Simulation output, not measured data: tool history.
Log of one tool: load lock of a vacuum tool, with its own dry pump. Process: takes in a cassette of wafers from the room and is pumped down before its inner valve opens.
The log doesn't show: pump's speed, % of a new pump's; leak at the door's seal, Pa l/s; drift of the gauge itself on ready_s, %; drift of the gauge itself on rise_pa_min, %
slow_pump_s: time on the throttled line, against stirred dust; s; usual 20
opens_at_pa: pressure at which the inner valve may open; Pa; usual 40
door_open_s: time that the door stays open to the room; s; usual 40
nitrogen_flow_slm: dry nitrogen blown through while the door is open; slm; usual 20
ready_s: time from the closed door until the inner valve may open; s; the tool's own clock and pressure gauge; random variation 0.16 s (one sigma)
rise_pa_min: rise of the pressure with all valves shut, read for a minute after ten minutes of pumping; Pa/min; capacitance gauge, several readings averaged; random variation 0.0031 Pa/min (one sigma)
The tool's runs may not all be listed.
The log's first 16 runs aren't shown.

| run | hour | slow_pump_s | opens_at_pa | door_open_s | nitrogen_flow_slm | hours that the pump has run since its overhaul | times that the door has closed on its seal | incoming humidity of the room's air, % | ready_s | rise_pa_min |
|---|---|---|---|---|---|---|---|---|---|---|
| 17 | 1966.2 | 20 | 40 | 47 | 20 | 5087 | 25627 | 43.9 | 27.5 | 0.590 |
| 18 | 2062.6 | 20 | 41 | 40 | 20 | 5183 | 25845 | 43.3 | 27.7 | 0.581 |
| 19 | 2157.4 | 20 | 41 | 40 | 20 | 5278 | 26061 | 44.4 | 27.7 | 0.588 |
| 20 | 2241.0 | 13 | 41 | 40 | 20 | 5362 | 26251 | 44.5 | 21.9 | 0.594 |
| 21 | 2335.6 | 13 | 41 | 40 | 20 | 5456 | 26465 | 41.7 | 22.1 | 0.599 |
| 22 | 2418.5 | 13 | 34 | 67 | 6 | 5539 | 26653 | 42.5 | 22.3 | 0.637 |
|  | 2555.9 | door's seal changed, seat wiped |
| 23 | 2576.4 | 27 | 40 | 40 | 20 | 5696 | 47 | 45.3 | 33.3 | 0.057 |
| 24 | 2698.8 | 12 | 34 | 25 | 12 | 5818 | 324 | 45.3 | 21.4 | 0.060 |
| 25 | 2850.8 | 20 | 40 | 187 | 26 | 5970 | 669 | 46.9 | 27.6 | 0.100 |
| 26 | 2972.4 | 12 | 40 | 29 | 20 | 6092 | 945 | 45.3 | 21.3 | 0.054 |
| 27 | 3133.5 | 12 | 40 | 29 | 20 | 6253 | 1311 | 47.4 | 21.4 | 0.061 |
| 28 | 3288.2 | 12 | 40 | 42 | 14 | 6408 | 1662 | 45.8 | 21.2 | 0.078 |
| 29 | 3404.5 | 12 | 40 | 42 | 14 | 6524 | 1926 | 47.5 | 21.3 | 0.085 |

Forecast run 30:
| 30 | 3564.9 | 20 | 40 | 142 | 20 | 6684 | 2290 | 46.1 | ? | ? |

Run 30 gave ready_s 27.8 s, rise_pa_min 0.108 Pa/min.
Without the tool's hidden state the same run would have given ready_s 27.1 s, rise_pa_min 0.091 Pa/min.

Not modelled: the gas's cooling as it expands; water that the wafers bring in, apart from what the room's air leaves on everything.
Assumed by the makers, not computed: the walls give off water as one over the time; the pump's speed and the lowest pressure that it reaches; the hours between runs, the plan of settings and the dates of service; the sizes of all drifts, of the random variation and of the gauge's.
